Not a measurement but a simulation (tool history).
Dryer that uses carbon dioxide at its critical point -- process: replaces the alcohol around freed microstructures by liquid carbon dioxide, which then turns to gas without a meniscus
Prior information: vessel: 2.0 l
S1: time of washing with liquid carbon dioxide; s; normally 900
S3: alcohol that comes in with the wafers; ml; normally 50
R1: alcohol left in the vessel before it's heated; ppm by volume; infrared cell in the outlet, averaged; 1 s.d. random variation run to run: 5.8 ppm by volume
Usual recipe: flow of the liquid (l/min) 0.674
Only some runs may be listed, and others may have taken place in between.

run 1 hour=0 | S1=900 flow_of_the_liquid_(l/min)=0.674 S3=50 | R1=271
run 2 hour=21.2 | S1=900 flow_of_the_liquid_(l/min)=0.674 S3=50 | R1=290
run 3 hour=35 | S1=900 flow_of_the_liquid_(l/min)=0.674 S3=50 | R1=298
run 4 hour=52.1 | S1=900 flow_of_the_liquid_(l/min)=0.674 S3=42 | R1=255
run 5 hour=63.6 | S1=900 flow_of_the_liquid_(l/min)=0.674 S3=50 | R1=299
run 6 hour=89.8 | S1=900 flow_of_the_liquid_(l/min)=0.674 S3=50 | R1=306
run 7 hour=107.8 | S1=900 flow_of_the_liquid_(l/min)=0.674 S3=50 | R1=308
run 8 hour=121.9 | S1=900 flow_of_the_liquid_(l/min)=0.675 S3=50 | R1=303
run 9 hour=147.4 | S1=900 flow_of_the_liquid_(l/min)=0.674 S3=50 | R1=309
run 10 hour=171.1 | S1=900 flow_of_the_liquid_(l/min)=0.718 S3=50 | R1=251
run 11 hour=195.5 | S1=900 flow_of_the_liquid_(l/min)=0.718 S3=50 | R1=243
run 12 hour=221.4 | S1=900 flow_of_the_liquid_(l/min)=0.718 S3=50 | R1=259
run 13 hour=244.6 | S1=900 flow_of_the_liquid_(l/min)=0.718 S3=50 | R1=247
run 14 hour=262 | S1=600 flow_of_the_liquid_(l/min)=0.674 S3=50 | R1=1295
run 15 hour=284.5 | S1=600 flow_of_the_liquid_(l/min)=0.674 S3=50 | R1=1316
run 16 hour=298.5 | S1=600 flow_of_the_liquid_(l/min)=0.674 S3=50 | R1=1328
-- hour=313.2 inlet filter changed
run 17 hour=314.9 | S1=540 flow_of_the_liquid_(l/min)=0.674 S3=50 | R1=1381
run 18 hour=332.3 | S1=960 flow_of_the_liquid_(l/min)=0.663 S3=82 | R1=303
run 19 hour=349.3 | S1=960 flow_of_the_liquid_(l/min)=0.586 S3=48 | R1=335
run 20 hour=372.5 | S1=1140 flow_of_the_liquid_(l/min)=1.11 S3=49 | R1=63
run 21 hour=388.4 | S1=1140 flow_of_the_liquid_(l/min)=1.11 S3=49 | R1=60
run 22 hour=404.7 | S1=1260 flow_of_the_liquid_(l/min)=0.525 S3=54 | R1=222
run 23 hour=416.7 | S1=1260 flow_of_the_liquid_(l/min)=0.674 S3=50 | R1=103

Estimate the outcome of run 24 from the log above:
run 24 hour=435.2 | S1=1200 flow_of_the_liquid_(l/min)=0.516 S3=50 | R1=?

Run 24 measured R1 267 ppm by volume.
If the tool had no hidden condition, the same run with the same run-to-run variation would have returned R1 196 ppm by volume.
